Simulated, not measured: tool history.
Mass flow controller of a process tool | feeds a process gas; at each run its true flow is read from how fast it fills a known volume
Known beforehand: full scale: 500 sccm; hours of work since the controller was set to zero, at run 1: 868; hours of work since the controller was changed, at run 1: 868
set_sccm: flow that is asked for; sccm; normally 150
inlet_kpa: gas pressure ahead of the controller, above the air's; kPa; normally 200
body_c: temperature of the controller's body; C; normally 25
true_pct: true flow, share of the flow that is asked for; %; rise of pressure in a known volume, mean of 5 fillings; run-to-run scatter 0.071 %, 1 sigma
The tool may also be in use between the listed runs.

run,day,set_sccm,inlet_kpa,body_c,hours of work since the controller was set to zero,hours of work since the controller was changed,true_pct
1,0.000,150,200,25,868,868,99.05
2,4.088,150,200,25,917,917,99.02
3,7.779,150,200,25,962,962,98.89
4,10.133,150,200,25,990,990,98.84
5,14.229,150,200,40,1040,1040,97.64
6,17.271,150,200,40,1077,1077,97.63
7,20.771,150,200,40,1119,1119,97.70
8,22.808,150,200,25,1144,1144,98.87
9,25.517,70,200,25,1176,1176,97.93
# day 25.896: controller's zero set anew
10,29.354,500,235,33,42,1223,99.30
11,31.979,96,189,25,74,1254,97.67
12,35.300,52,175,24,114,1294,95.89
13,37.196,52,175,24,137,1317,95.92
14,38.967,117,175,24,158,1339,97.92
# day 40.171: controller's zero set anew, once more
15,41.204,150,200,30,12,1366,99.19
16,44.108,203,200,38,48,1401,98.55
17,46.000,127,262,29,70,1424,99.56

Pick out some run-to-run changes in true_pct. Of each, how much would a tool without hidden state show as well, from the settings, what came in and chance, and how much is left for the hidden state and any gauge scatter not in both results compared?
The tool's hidden condition here consists of: flow at rest that the sensor doesn't see, % of full scale; true flow over the shown one, %; drift of the gauge itself on true_pct, %.
Run 13 -> 14: set_sccm 52 -> 117. true_pct +2.00 %: hidden state +1.93, all else +0.07.

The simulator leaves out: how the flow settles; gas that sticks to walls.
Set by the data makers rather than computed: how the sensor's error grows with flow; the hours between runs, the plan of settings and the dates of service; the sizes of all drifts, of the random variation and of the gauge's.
